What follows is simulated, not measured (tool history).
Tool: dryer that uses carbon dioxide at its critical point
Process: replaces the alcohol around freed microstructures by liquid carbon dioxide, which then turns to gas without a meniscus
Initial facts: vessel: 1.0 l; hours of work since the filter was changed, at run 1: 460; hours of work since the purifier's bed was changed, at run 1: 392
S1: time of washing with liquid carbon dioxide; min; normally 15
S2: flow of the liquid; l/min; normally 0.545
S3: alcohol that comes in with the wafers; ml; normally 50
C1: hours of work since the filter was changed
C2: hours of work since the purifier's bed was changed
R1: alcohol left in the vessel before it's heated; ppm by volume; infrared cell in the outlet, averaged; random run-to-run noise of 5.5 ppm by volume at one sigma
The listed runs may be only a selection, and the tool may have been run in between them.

run	day	S1	S2	S3	C1	C2	R1
1	0.000	15	0.545	50	460	392	398
2	0.779	9	0.545	50	470	402	2250
3	1.596	9	0.545	50	481	413	2325
4	2.833	9	0.545	50	497	429	2369
5	4.221	9	0.545	50	515	447	2397
# day 4.692: inlet filter changed
6	5.542	15	0.545	32	11	464	244
7	6.504	15	0.545	32	24	476	256
8	7.808	15	0.404	50	41	494	910
9	8.962	15	0.404	50	56	509	951
10	9.692	16	0.545	50	65	518	281
11	10.529	15	0.545	108	76	529	527
12	11.429	15	0.545	99	88	541	483
13	12.062	15	0.695	50	97	549	211
14	13.117	15	0.667	50	110	563	229
15	14.096	15	0.667	50	123	576	234
# day 14.654: purifier's bed changed
16	15.317	15	0.545	23	138	9	91
17	16.083	10	0.668	33	148	19	320
18	17.183	10	0.668	33	162	33	317
19	17.871	15	0.418	22	171	42	341
20	18.571	9	0.418	49	180	51	3917
21	19.258	9	0.418	71	189	60	5775
22	19.988	16	0.713	37	199	70	46
23	21.017	13	0.545	50	212	83	420
24	22.075	9	0.545	22	226	97	821
25	22.938	9	0.545	22	237	108	831
26	24.042	18	0.597	50	252	123	89
27	25.067	21	0.405	32	265	136	175
28	26.379	11	0.923	36	282	154	92
29	27.288	11	0.923	36	294	165	99
30	27.892	11	0.923	36	302	173	102
31	29.025	11	0.923	36	317	188	97
32	30.217	10	0.573	33	333	204	829

Table of differences, measured result less the result of that run with no hidden state. Run-to-run variation is the same in both. Gauge scatter possibly is not:
Hidden state present: flow that reaches the vessel past the clogged filter, %; alcohol in the recycled carbon dioxide, ppm; drift of the gauge itself on alcohol_ppm, %.
run	R1
1	+254
2	+812
3	+853
4	+891
5	+931
6	+152
7	+161
8	+194
9	+215
10	+176
11	+207
12	+207
13	+183
14	+186
15	+192
16	+18
17	+58
18	+66
19	+70
20	+445
21	+677
22	+29
23	+116
24	+170
25	+180
26	+55
27	+82
28	+64
29	+71
30	+71
31	+78
32	+282

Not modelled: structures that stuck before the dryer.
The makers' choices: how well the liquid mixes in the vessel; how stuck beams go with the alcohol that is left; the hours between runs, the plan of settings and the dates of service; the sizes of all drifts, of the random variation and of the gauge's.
